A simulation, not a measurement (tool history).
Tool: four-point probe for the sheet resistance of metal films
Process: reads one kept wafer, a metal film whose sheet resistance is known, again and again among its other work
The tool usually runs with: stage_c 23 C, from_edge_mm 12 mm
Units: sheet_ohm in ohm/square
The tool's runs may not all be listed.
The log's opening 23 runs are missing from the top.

| run | hour | stage_c | from_edge_mm | sheet_ohm |
|---|---|---|---|---|
| 24 | 2106.2 | 26 | 37 | 13.530644 |
| 25 | 2160.4 | 28 | 21 | 13.500479 |
| 26 | 2224.8 | 30 | 32 | 13.468748 |
| 27 | 2286.9 | 30 | 32 | 13.469731 |
| 28 | 2386.6 | 30 | 32 | 13.473625 |
| 29 | 2435.4 | 30 | 32 | 13.469702 |
| 30 | 2528.3 | 30 | 32 | 13.469782 |
| 31 | 2647.1 | 24 | 8 | 13.599789 |
| 32 | 2756.7 | 24 | 8 | 13.599776 |
| 33 | 2877.7 | 24 | 8 | 13.597938 |
| 34 | 2945.4 | 23 | 52 | 13.573777 |
| 35 | 2995.1 | 21 | 13 | 13.617373 |
| 36 | 3068.2 | 32 | 4 | 13.619461 |
| 37 | 3188.3 | 26 | 4 | 13.706314 |
| 38 | 3300.6 | 26 | 4 | 13.704578 |
| 39 | 3390.1 | 26 | 4 | 13.711788 |

Run 40, settings as shown, results not yet in. Your forecast:
| 40 | 3493.6 | 26 | 4 | ? |

For run 40 the tool returned sheet_ohm 13.706007 ohm/square.
With no hidden state in the tool, this same run would have given sheet_ohm 13.708296 ohm/square.
